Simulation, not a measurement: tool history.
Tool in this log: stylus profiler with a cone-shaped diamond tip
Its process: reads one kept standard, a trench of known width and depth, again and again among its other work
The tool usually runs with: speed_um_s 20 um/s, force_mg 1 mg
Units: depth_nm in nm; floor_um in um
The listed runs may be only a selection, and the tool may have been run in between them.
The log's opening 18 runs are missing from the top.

run,hour,speed_um_s,force_mg,depth_nm,floor_um
19,603.6,14,2.11,1012.02,20.95
20,636.9,18,1.02,1006.27,20.82
21,668.6,32,0.67,1004.16,20.65
22,705.9,13,2.02,1011.26,20.76
23,727.3,13,0.77,1004.74,20.67
24,760.2,46,1.68,1009.71,20.52
25,793.1,68,0.36,1001.65,20.01
26,825,47,0.8,1004.34,20.3
27,858.9,20,0.42,1001.9,20.35
28,887.9,5,1.31,1007.99,20.45
29,906.7,14,1.61,1009.09,20.38
30,944.9,6,0.42,1001.75,20.31
31,982.8,41,0.87,1004.93,20.08
32,1002.6,41,0.64,1003.46,19.99
33,1025.7,11,1.46,1008.52,20.21

3 options for the next run, each taken on its own from the tool as it stands now. Forecast them:
A,1057.1,11,2.1,?,?
B,1057.1,7,0.45,?,?
C,1057.1,6,1,?,?

run,depth_nm,floor_um
A,1010.92,20.15
B,1002.36,20.13
C,1005.87,20.13
With no hidden state in the tool, these same runs would have given:
run,depth_nm,floor_um
A,1013.91,23.98
B,1005.32,23.96
C,1008.84,23.96
